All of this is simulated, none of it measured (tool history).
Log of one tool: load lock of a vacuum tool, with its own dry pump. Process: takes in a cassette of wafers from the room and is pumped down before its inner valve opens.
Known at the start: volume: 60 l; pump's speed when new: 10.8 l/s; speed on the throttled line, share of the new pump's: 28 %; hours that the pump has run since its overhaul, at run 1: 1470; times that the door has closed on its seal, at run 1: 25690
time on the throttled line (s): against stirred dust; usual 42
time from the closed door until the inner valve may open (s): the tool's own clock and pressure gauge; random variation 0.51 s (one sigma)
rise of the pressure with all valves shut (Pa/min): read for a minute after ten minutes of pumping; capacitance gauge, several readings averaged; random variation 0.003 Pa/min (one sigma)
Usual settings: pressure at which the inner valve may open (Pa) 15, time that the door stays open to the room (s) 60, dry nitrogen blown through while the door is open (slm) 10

run    hour  time on the throttled line (s)  pressure at which the inner valve may open (Pa)  time that the door stays open to the room (s)  dry nitrogen blown through while the door is open (slm)  hours that the pump has run since its overhaul  times that the door has closed on its seal  incoming humidity of the room's air, %  time from the closed door until the inner valve may open (s)  rise of the pressure with all valves shut (Pa/min)
  1       0                              42                                               15                                             60                                                       10                                            1470                                       25690                                    42.7                                                          79.7                                               0.027
  2    71.7                              42                                               15                                             60                                                       10                                            1541                                       25948                                    47.6                                                          79.9                                               0.026
  3   140.9                              42                                               15                                             60                                                       10                                            1611                                       26198                                    45.1                                                          79.2                                               0.027
  4   273.9                              42                                               15                                             60                                                       10                                            1744                                       26677                                    46.7                                                          79.8                                               0.025
  5     377                              42                                               15                                             60                                                       10                                            1847                                       27049                                    42.3                                                            80                                               0.031
  6   495.6                              42                                               26                                             60                                                       10                                            1965                                       27476                                    48.8                                                            76                                               0.032
  7   635.9                              42                                               15                                             26                                                       10                                            2106                                       27982                                    45.7                                                          80.1                                               0.022
  8   728.7                              42                                               15                                             26                                                       10                                            2198                                       28317                                    45.8                                                          78.7                                               0.021
  9   869.8                              30                                               15                                             28                                                       10                                            2339                                       28826                                    45.1                                                            71                                               0.018
 10  1010.4                              42                                               15                                            167                                                       10                                            2480                                       29333                                    44.6                                                          79.1                                               0.038
 11  1075.9                              50                                               15                                             36                                                       10                                            2546                                       29569                                    45.2                                                          86.7                                                0.02
 12  1191.5                              50                                               15                                             36                                                       10                                            2661                                       29985                                    46.2                                                          85.7                                               0.018
 13  1300.3                              54                                               21                                             60                                                       10                                            2770                                       30378                                    45.9                                                          86.1                                               0.028
 14  1405.5                              42                                               13                                             60                                                       10                                            2875                                       30757                                    46.1                                                          80.5                                                0.03

4 ways to go on from here, each from the tool as it stands after run 14. What would each give?
     1434.4  -- door's seal changed, seat wiped
  A  1476.1                              26                                               15                                            159                                                       36                                            2944                                         150                                    45.1                                                             ?                                                   ?
     1434.4  -- door's seal changed, seat wiped
  B  1476.1                              42                                               15                                             60                                                        8                                            2944                                         150                                      44                                                             ?                                                   ?
     1434.4  -- door's seal changed, seat wiped
  C  1476.1                              74                                               17                                             60                                                       10                                            2944                                         150                                    43.7                                                             ?                                                   ?
     1434.4  -- door's seal changed, seat wiped
  D  1476.1                              42                                               21                                             34                                                        6                                            2944                                         150                                    41.4                                                             ?                                                   ?

run  time from the closed door until the inner valve may open (s)  rise of the pressure with all valves shut (Pa/min)
  A                                                          68.3                                               0.023
  B                                                          78.8                                               0.024
  C                                                         101.7                                               0.027
  D                                                          77.2                                               0.022
Without the tool's hidden state the same runs would have given:
run  time from the closed door until the inner valve may open (s)  rise of the pressure with all valves shut (Pa/min)
  A                                                          68.3                                               0.023
  B                                                          78.8                                               0.024
  C                                                         101.7                                               0.027
  D                                                          77.2                                               0.022
